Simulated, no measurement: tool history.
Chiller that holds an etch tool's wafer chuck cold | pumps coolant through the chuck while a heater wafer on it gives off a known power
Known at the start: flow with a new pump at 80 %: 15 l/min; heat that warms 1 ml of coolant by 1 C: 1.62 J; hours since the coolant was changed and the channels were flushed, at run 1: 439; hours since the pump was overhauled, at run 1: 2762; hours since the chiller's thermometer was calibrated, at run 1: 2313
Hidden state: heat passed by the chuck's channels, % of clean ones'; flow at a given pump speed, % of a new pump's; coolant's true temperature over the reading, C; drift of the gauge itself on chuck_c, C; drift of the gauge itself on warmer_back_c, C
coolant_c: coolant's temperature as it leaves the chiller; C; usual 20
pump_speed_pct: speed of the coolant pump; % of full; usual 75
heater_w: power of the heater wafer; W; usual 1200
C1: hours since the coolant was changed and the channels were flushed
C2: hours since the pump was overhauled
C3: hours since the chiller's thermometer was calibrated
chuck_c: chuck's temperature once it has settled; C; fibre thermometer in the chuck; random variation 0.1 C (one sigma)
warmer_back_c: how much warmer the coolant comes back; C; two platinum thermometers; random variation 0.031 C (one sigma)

{"run": 1, "hour": 0.0, "coolant_c": 20, "pump_speed_pct": 75, "heater_w": 1200, "C1": 439, "C2": 2762, "C3": 2313, "chuck_c": 28.4, "warmer_back_c": 3.16}
{"run": 2, "hour": 169.6, "coolant_c": 20, "pump_speed_pct": 75, "heater_w": 1200, "C1": 609, "C2": 2931, "C3": 2483, "chuck_c": 28.5, "warmer_back_c": 3.09}
{"run": 3, "hour": 282.1, "coolant_c": 11, "pump_speed_pct": 75, "heater_w": 1200, "C1": 721, "C2": 3044, "C3": 2596, "chuck_c": 19.4, "warmer_back_c": 3.13}
{"run": 4, "hour": 429.9, "coolant_c": 11, "pump_speed_pct": 75, "heater_w": 1260, "C1": 869, "C2": 3192, "C3": 2743, "chuck_c": 19.8, "warmer_back_c": 3.32}
{"run": 5, "hour": 573.6, "coolant_c": 11, "pump_speed_pct": 75, "heater_w": 1554, "C1": 1013, "C2": 3335, "C3": 2887, "chuck_c": 21.5, "warmer_back_c": 4.06}
{"run": 6, "hour": 672.7, "coolant_c": 12, "pump_speed_pct": 75, "heater_w": 1200, "C1": 1112, "C2": 3435, "C3": 2986, "chuck_c": 20.5, "warmer_back_c": 3.18}
{"run": 7, "hour": 798.3, "coolant_c": 12, "pump_speed_pct": 75, "heater_w": 1200, "C1": 1237, "C2": 3560, "C3": 3112, "chuck_c": 20.4, "warmer_back_c": 3.16}
{"run": 8, "hour": 904.7, "coolant_c": 20, "pump_speed_pct": 75, "heater_w": 1200, "C1": 1344, "C2": 3667, "C3": 3218, "chuck_c": 28.3, "warmer_back_c": 3.14}
{"hour": 965.8, "done": "chiller's thermometer calibrated"}
{"run": 9, "hour": 1044.1, "coolant_c": 20, "pump_speed_pct": 68, "heater_w": 1200, "C1": 1482, "C2": 3805, "C3": 78, "chuck_c": 29.2, "warmer_back_c": 3.39}
{"run": 10, "hour": 1186.1, "coolant_c": 20, "pump_speed_pct": 75, "heater_w": 1200, "C1": 1624, "C2": 3947, "C3": 220, "chuck_c": 28.2, "warmer_back_c": 3.19}
{"run": 11, "hour": 1325.8, "coolant_c": 20, "pump_speed_pct": 75, "heater_w": 743, "C1": 1764, "C2": 4087, "C3": 360, "chuck_c": 25.3, "warmer_back_c": 1.92}
{"run": 12, "hour": 1498.0, "coolant_c": 14, "pump_speed_pct": 75, "heater_w": 1396, "C1": 1936, "C2": 4259, "C3": 532, "chuck_c": 23.8, "warmer_back_c": 3.72}
{"run": 13, "hour": 1655.1, "coolant_c": 14, "pump_speed_pct": 75, "heater_w": 1396, "C1": 2093, "C2": 4416, "C3": 689, "chuck_c": 23.8, "warmer_back_c": 3.63}
{"run": 14, "hour": 1811.0, "coolant_c": 14, "pump_speed_pct": 63, "heater_w": 1396, "C1": 2249, "C2": 4572, "C3": 845, "chuck_c": 25.1, "warmer_back_c": 4.3}
{"run": 15, "hour": 1984.2, "coolant_c": 20, "pump_speed_pct": 75, "heater_w": 1360, "C1": 2422, "C2": 4745, "C3": 1018, "chuck_c": 29.5, "warmer_back_c": 3.53}
{"run": 16, "hour": 2055.8, "coolant_c": 20, "pump_speed_pct": 75, "heater_w": 1360, "C1": 2494, "C2": 4817, "C3": 1090, "chuck_c": 29.5, "warmer_back_c": 3.59}
{"run": 17, "hour": 2210.8, "coolant_c": 24, "pump_speed_pct": 77, "heater_w": 960, "C1": 2649, "C2": 4972, "C3": 1245, "chuck_c": 30.4, "warmer_back_c": 2.45}
{"run": 18, "hour": 2327.2, "coolant_c": 18, "pump_speed_pct": 75, "heater_w": 1436, "C1": 2765, "C2": 5088, "C3": 1361, "chuck_c": 28.1, "warmer_back_c": 3.77}
{"run": 19, "hour": 2444.2, "coolant_c": 18, "pump_speed_pct": 75, "heater_w": 1436, "C1": 2882, "C2": 5205, "C3": 1478, "chuck_c": 27.9, "warmer_back_c": 3.72}
{"run": 20, "hour": 2557.7, "coolant_c": 20, "pump_speed_pct": 65, "heater_w": 1738, "C1": 2996, "C2": 5319, "C3": 1592, "chuck_c": 33.6, "warmer_back_c": 5.21}
{"run": 21, "hour": 2645.0, "coolant_c": 28, "pump_speed_pct": 72, "heater_w": 1725, "C1": 3083, "C2": 5406, "C3": 1679, "chuck_c": 40.5, "warmer_back_c": 4.68}

Forecast each of these 5 alternatives for the next run:
{"run": "A", "hour": 2757.0, "coolant_c": 20, "pump_speed_pct": 86, "heater_w": 1200, "C1": 3195, "C2": 5518, "C3": 1791, "chuck_c": "?", "warmer_back_c": "?"}
{"run": "B", "hour": 2757.0, "coolant_c": 27, "pump_speed_pct": 89, "heater_w": 920, "C1": 3195, "C2": 5518, "C3": 1791, "chuck_c": "?", "warmer_back_c": "?"}
{"run": "C", "hour": 2757.0, "coolant_c": 22, "pump_speed_pct": 72, "heater_w": 1725, "C1": 3195, "C2": 5518, "C3": 1791, "chuck_c": "?", "warmer_back_c": "?"}
{"run": "D", "hour": 2757.0, "coolant_c": 14, "pump_speed_pct": 62, "heater_w": 1066, "C1": 3195, "C2": 5518, "C3": 1791, "chuck_c": "?", "warmer_back_c": "?"}
{"run": "E", "hour": 2757.0, "coolant_c": 20, "pump_speed_pct": 75, "heater_w": 1200, "C1": 3195, "C2": 5518, "C3": 1791, "chuck_c": "?", "warmer_back_c": "?"}

run=A chuck_c=27.4 warmer_back_c=2.76
run=B chuck_c=32.5 warmer_back_c=2.05
run=C chuck_c=34.4 warmer_back_c=4.72
run=D chuck_c=22.5 warmer_back_c=3.36
run=E chuck_c=28.4 warmer_back_c=3.13
Without the tool's hidden state the same runs would have given:
run=A chuck_c=27.4 warmer_back_c=2.76
run=B chuck_c=32.5 warmer_back_c=2.05
run=C chuck_c=34.3 warmer_back_c=4.71
run=D chuck_c=22.5 warmer_back_c=3.35
run=E chuck_c=28.3 warmer_back_c=3.13
